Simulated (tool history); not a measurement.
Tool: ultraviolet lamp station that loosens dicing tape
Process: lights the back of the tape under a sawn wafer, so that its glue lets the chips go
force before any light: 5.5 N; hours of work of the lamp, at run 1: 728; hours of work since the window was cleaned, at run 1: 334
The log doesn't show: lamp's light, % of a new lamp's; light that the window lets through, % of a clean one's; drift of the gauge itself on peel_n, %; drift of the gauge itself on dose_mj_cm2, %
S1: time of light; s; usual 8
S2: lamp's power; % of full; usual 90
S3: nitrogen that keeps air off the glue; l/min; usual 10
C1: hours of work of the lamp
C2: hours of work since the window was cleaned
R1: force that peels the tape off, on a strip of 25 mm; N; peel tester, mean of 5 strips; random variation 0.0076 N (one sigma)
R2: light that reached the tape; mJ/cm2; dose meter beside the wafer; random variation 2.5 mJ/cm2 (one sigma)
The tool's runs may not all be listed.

run	hour	S1	S2	S3	C1	C2	R1	R2
1	0	8	90	10	728	334	0.563	232
2	51.9	8	90	10	750	356	0.539	225
3	98.3	8	90	10	769	375	0.546	225
4	148.3	8	90	10	790	396	0.569	227
5	234	8	90	4	825	432	0.891	221
6	279.6	9	90	10	844	451	0.496	242
7	350.7	8	93	10	874	480	0.601	226
8	407.4	8	90	10	897	504	0.649	210
9	457.5	4	90	10	918	524	1.853	106
10	535	4	90	10	950	557	1.904	103
11	577.7	5	90	10	968	574	1.449	128
12	636.2	9	90	10	992	599	0.544	225
13	692.2	9	90	10	1016	622	0.563	229
14	728.1	8	90	10	1031	637	0.729	199
# hour 733.6: window cleaned of glue's vapour
15	793	8	90	10	1057	25	0.646	213
16	867.3	8	90	10	1088	56	0.652	211
17	947.2	8	90	10	1122	89	0.698	207
18	1029.8	8	90	10	1156	123	0.711	199
19	1098.1	8	90	10	1184	152	0.763	201
20	1160.5	8	90	10	1210	177	0.753	195
21	1224.8	8	79	10	1237	204	0.942	173
22	1265.9	8	90	10	1254	221	0.805	191
23	1331.2	8	70	16	1281	248	1.074	150
24	1390.6	6	65	17	1306	273	1.746	98
25	1462.6	6	91	7	1336	303	1.471	142
26	1506.5	8	90	18	1354	321	0.707	186
27	1583.1	4	90	15	1386	353	1.966	87
28	1653.6	4	90	15	1415	382	2.11	87
29	1721.8	4	97	12	1444	411	2.079	94
30	1772.6	6	97	7	1465	432	1.539	133
31	1827	12	90	15	1487	454	0.375	253
32	1911.4	8	69	11	1522	490	1.464	126
33	1948.9	8	69	11	1538	505	1.488	129
# hour 2018.3: lamp changed
34	2021.8	8	69	11	1	535	0.595	220
35	2099.4	8	69	11	34	567	0.588	220
36	2184.5	12	65	3	69	603	0.576	299
37	2231.3	12	65	3	89	622	0.591	297
# hour 2272.2: window cleaned of glue's vapour
38	2297.6	12	65	3	116	11	0.513	319
39	2348.6	6	61	16	137	32	1.076	150
40	2431.5	6	61	16	172	66	1.033	148
41	2478.6	8	70	10	191	86	0.595	221
42	2545.6	11	90	10	219	114	0.149	392
43	2606.7	5	69	10	244	139	1.384	134
44	2689.8	5	69	10	279	174	1.436	133

Forecast each of these 3 alternatives for the next run:
A	2728.6	4	62	3	295	190	?	?
B	2728.6	4	90	7	295	190	?	?
C	2728.6	5	62	9	295	190	?	?

run	R1	R2
A	2.662	92
B	1.525	136
C	1.661	114
Without the tool's hidden state the same runs would have given:
run	R1	R2
A	2.446	103
B	1.315	152
C	1.449	128
